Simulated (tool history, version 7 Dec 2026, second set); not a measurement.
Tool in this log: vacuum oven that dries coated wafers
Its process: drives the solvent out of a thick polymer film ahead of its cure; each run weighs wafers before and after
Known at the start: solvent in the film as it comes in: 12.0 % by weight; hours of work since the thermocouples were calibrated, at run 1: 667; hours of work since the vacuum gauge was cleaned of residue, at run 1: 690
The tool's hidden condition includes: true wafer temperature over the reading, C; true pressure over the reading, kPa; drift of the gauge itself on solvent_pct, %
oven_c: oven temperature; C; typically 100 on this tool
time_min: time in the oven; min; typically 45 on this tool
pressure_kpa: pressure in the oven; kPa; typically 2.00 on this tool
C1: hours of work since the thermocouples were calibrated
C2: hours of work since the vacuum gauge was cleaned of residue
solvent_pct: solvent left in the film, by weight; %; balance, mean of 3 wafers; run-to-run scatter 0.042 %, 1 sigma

run 1 hour=0.0 | oven_c=100 time_min=45 pressure_kpa=2.00 | C1=667 C2=690 | solvent_pct=2.65
run 2 hour=48.0 | oven_c=100 time_min=45 pressure_kpa=2.00 | C1=686 C2=709 | solvent_pct=2.70
-- hour=70.7 oven's thermocouples calibrated
run 3 hour=77.5 | oven_c=100 time_min=45 pressure_kpa=2.00 | C1=3 C2=721 | solvent_pct=2.67
run 4 hour=127.6 | oven_c=100 time_min=45 pressure_kpa=2.00 | C1=23 C2=741 | solvent_pct=2.79
-- hour=173.5 oven's thermocouples calibrated, once more
run 5 hour=180.6 | oven_c=87 time_min=45 pressure_kpa=2.00 | C1=3 C2=762 | solvent_pct=5.10
run 6 hour=211.3 | oven_c=87 time_min=45 pressure_kpa=2.00 | C1=15 C2=774 | solvent_pct=5.05
run 7 hour=251.8 | oven_c=103 time_min=45 pressure_kpa=2.00 | C1=32 C2=791 | solvent_pct=1.92
run 8 hour=306.6 | oven_c=100 time_min=45 pressure_kpa=2.25 | C1=54 C2=813 | solvent_pct=2.46
run 9 hour=344.5 | oven_c=100 time_min=45 pressure_kpa=2.25 | C1=70 C2=829 | solvent_pct=2.52
run 10 hour=386.2 | oven_c=100 time_min=45 pressure_kpa=2.00 | C1=87 C2=846 | solvent_pct=2.41
run 11 hour=421.9 | oven_c=100 time_min=45 pressure_kpa=2.00 | C1=101 C2=860 | solvent_pct=2.41
run 12 hour=464.8 | oven_c=100 time_min=45 pressure_kpa=2.00 | C1=119 C2=878 | solvent_pct=2.42
run 13 hour=490.7 | oven_c=106 time_min=70 pressure_kpa=1.33 | C1=129 C2=888 | solvent_pct=0.83
run 14 hour=538.7 | oven_c=106 time_min=70 pressure_kpa=1.33 | C1=149 C2=908 | solvent_pct=0.82
run 15 hour=587.7 | oven_c=106 time_min=70 pressure_kpa=1.33 | C1=169 C2=928 | solvent_pct=0.85
run 16 hour=632.1 | oven_c=89 time_min=40 pressure_kpa=1.49 | C1=187 C2=946 | solvent_pct=4.74
run 17 hour=660.0 | oven_c=92 time_min=60 pressure_kpa=5.46 | C1=198 C2=957 | solvent_pct=5.24
run 18 hour=687.9 | oven_c=92 time_min=60 pressure_kpa=5.46 | C1=210 C2=969 | solvent_pct=5.24
run 19 hour=733.5 | oven_c=93 time_min=44 pressure_kpa=5.76 | C1=228 C2=987 | solvent_pct=5.85
run 20 hour=780.6 | oven_c=112 time_min=66 pressure_kpa=2.27 | C1=248 C2=1006 | solvent_pct=0.92
run 21 hour=818.3 | oven_c=112 time_min=66 pressure_kpa=2.27 | C1=263 C2=1022 | solvent_pct=0.94
run 22 hour=873.2 | oven_c=100 time_min=26 pressure_kpa=4.62 | C1=285 C2=1044 | solvent_pct=5.12

Each row is a separate what-if for the run after 22, all from the same tool condition, not one after another. Results?
run A hour=901.9 | oven_c=93 time_min=26 pressure_kpa=5.66 | C1=297 C2=1056 | solvent_pct=?
run B hour=901.9 | oven_c=105 time_min=67 pressure_kpa=2.68 | C1=297 C2=1056 | solvent_pct=?
run C hour=901.9 | oven_c=100 time_min=33 pressure_kpa=2.26 | C1=297 C2=1056 | solvent_pct=?
run D hour=901.9 | oven_c=93 time_min=63 pressure_kpa=2.35 | C1=297 C2=1056 | solvent_pct=?

run=A solvent_pct=7.11
run=B solvent_pct=1.47
run=C solvent_pct=3.52
run=D solvent_pct=3.17
Without the tool's unlogged condition, the same runs would have read:
run=A solvent_pct=6.90
run=B solvent_pct=1.31
run=C solvent_pct=3.32
run=D solvent_pct=2.92
